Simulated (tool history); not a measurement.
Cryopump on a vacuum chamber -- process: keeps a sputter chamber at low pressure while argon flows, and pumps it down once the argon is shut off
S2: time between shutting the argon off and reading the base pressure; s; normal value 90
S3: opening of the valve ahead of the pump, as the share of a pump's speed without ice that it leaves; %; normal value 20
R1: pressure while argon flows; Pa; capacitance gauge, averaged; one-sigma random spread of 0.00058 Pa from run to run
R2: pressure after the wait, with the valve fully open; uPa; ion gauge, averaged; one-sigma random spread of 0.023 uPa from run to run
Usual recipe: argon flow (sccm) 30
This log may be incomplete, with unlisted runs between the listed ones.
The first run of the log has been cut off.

run 2 day=1.475 | argon_flow_(sccm)=30 S2=90 S3=20 | R1=0.1807 R2=0.87
run 3 day=2.662 | argon_flow_(sccm)=30 S2=90 S3=20 | R1=0.1816 R2=0.88
run 4 day=3.771 | argon_flow_(sccm)=30 S2=90 S3=20 | R1=0.1824 R2=0.89
run 5 day=4.921 | argon_flow_(sccm)=30 S2=90 S3=20 | R1=0.1835 R2=0.93
run 6 day=6.408 | argon_flow_(sccm)=30 S2=90 S3=20 | R1=0.1822 R2=0.92
run 7 day=8.071 | argon_flow_(sccm)=30 S2=90 S3=35 | R1=0.1058 R2=0.88
run 8 day=9.212 | argon_flow_(sccm)=30 S2=90 S3=20 | R1=0.1827 R2=0.96
run 9 day=10.342 | argon_flow_(sccm)=30 S2=64 S3=20 | R1=0.183 R2=1.13
run 10 day=12.054 | argon_flow_(sccm)=30 S2=64 S3=20 | R1=0.1829 R2=1.14
run 11 day=14.067 | argon_flow_(sccm)=30 S2=64 S3=20 | R1=0.1831 R2=1.1
run 12 day=15.204 | argon_flow_(sccm)=30 S2=90 S3=20 | R1=0.1839 R2=0.97
run 13 day=16.762 | argon_flow_(sccm)=30 S2=90 S3=20 | R1=0.1844 R2=0.95
run 14 day=18.758 | argon_flow_(sccm)=30 S2=90 S3=20 | R1=0.1828 R2=0.91
run 15 day=21.096 | argon_flow_(sccm)=30 S2=90 S3=20 | R1=0.1836 R2=0.98
run 16 day=22.971 | argon_flow_(sccm)=16 S2=90 S3=20 | R1=0.0975 R2=0.9
run 17 day=24.188 | argon_flow_(sccm)=30 S2=90 S3=20 | R1=0.1836 R2=0.99
run 18 day=25.617 | argon_flow_(sccm)=35 S2=90 S3=20 | R1=0.2139 R2=1
run 19 day=27.554 | argon_flow_(sccm)=25 S2=231 S3=44 | R1=0.0721 R2=0.7

Estimate the outcome of run 20 from the log above:
run 20 day=29.183 | argon_flow_(sccm)=25 S2=231 S3=44 | R1=? R2=?

Run 20 measured R1 0.0725 Pa, R2 0.65 uPa.
On a tool with no hidden condition, and with the same random variation, this run would have come out at R1 0.0678 Pa, R2 0.41 uPa.
